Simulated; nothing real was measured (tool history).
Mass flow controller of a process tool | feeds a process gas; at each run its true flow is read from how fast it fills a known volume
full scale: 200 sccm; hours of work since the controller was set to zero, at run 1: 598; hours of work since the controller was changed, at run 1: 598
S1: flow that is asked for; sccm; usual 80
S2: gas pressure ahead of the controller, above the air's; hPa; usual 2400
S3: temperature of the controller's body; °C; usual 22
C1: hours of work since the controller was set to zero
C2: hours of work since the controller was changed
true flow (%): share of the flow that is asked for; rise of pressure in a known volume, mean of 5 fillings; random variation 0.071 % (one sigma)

{"run": 1, "hour": 0.0, "S1": 80, "S2": 2400, "S3": 22, "C1": 598, "C2": 598, "true flow (%)": 99.93}
{"run": 2, "hour": 164.1, "S1": 80, "S2": 2530, "S3": 22, "C1": 697, "C2": 697, "true flow (%)": 100.03}
{"run": 3, "hour": 366.6, "S1": 80, "S2": 2530, "S3": 22, "C1": 819, "C2": 819, "true flow (%)": 100.14}
{"run": 4, "hour": 551.1, "S1": 80, "S2": 2530, "S3": 22, "C1": 930, "C2": 930, "true flow (%)": 100.26}
{"run": 5, "hour": 696.8, "S1": 80, "S2": 2530, "S3": 22, "C1": 1018, "C2": 1018, "true flow (%)": 100.07}
{"run": 6, "hour": 825.7, "S1": 80, "S2": 2530, "S3": 22, "C1": 1095, "C2": 1095, "true flow (%)": 100.02}
{"run": 7, "hour": 969.6, "S1": 80, "S2": 2530, "S3": 22, "C1": 1182, "C2": 1182, "true flow (%)": 100.17}
{"run": 8, "hour": 1115.7, "S1": 80, "S2": 2530, "S3": 22, "C1": 1270, "C2": 1270, "true flow (%)": 100.23}
{"run": 9, "hour": 1232.5, "S1": 80, "S2": 2530, "S3": 22, "C1": 1340, "C2": 1340, "true flow (%)": 100.28}
{"run": 10, "hour": 1434.2, "S1": 80, "S2": 1820, "S3": 22, "C1": 1462, "C2": 1462, "true flow (%)": 100.17}
{"run": 11, "hour": 1543.7, "S1": 80, "S2": 1820, "S3": 22, "C1": 1528, "C2": 1528, "true flow (%)": 99.95}
{"run": 12, "hour": 1715.0, "S1": 64, "S2": 1780, "S3": 30, "C1": 1631, "C2": 1631, "true flow (%)": 100.78}
{"run": 13, "hour": 1874.9, "S1": 184, "S2": 1780, "S3": 40, "C1": 1727, "C2": 1727, "true flow (%)": 102.33}
{"run": 14, "hour": 2002.3, "S1": 184, "S2": 1780, "S3": 40, "C1": 1804, "C2": 1804, "true flow (%)": 102.49}
{"run": 15, "hour": 2208.4, "S1": 184, "S2": 1560, "S3": 28, "C1": 1928, "C2": 1928, "true flow (%)": 101.28}
{"run": 16, "hour": 2398.9, "S1": 20, "S2": 2400, "S3": 31, "C1": 2043, "C2": 2043, "true flow (%)": 100.46}

Forecast each of these 5 alternatives for the next run:
{"run": "A", "hour": 2615.7, "S1": 80, "S2": 2130, "S3": 40, "C1": 2174, "C2": 2174, "true flow (%)": "?"}
{"run": "B", "hour": 2615.7, "S1": 24, "S2": 2400, "S3": 28, "C1": 2174, "C2": 2174, "true flow (%)": "?"}
{"run": "C", "hour": 2615.7, "S1": 104, "S2": 1860, "S3": 35, "C1": 2174, "C2": 2174, "true flow (%)": "?"}
{"run": "D", "hour": 2615.7, "S1": 24, "S2": 1600, "S3": 22, "C1": 2174, "C2": 2174, "true flow (%)": "?"}
{"run": "E", "hour": 2615.7, "S1": 99, "S2": 1860, "S3": 27, "C1": 2174, "C2": 2174, "true flow (%)": "?"}

run=A true_flow_(%)=102.35
run=B true_flow_(%)=100.3
run=C true_flow_(%)=101.79
run=D true_flow_(%)=99.39
run=E true_flow_(%)=100.97
Without the tool's hidden state the same runs would have given:
run=A true_flow_(%)=101.24
run=B true_flow_(%)=99.84
run=C true_flow_(%)=100.63
run=D true_flow_(%)=98.93
run=E true_flow_(%)=99.81

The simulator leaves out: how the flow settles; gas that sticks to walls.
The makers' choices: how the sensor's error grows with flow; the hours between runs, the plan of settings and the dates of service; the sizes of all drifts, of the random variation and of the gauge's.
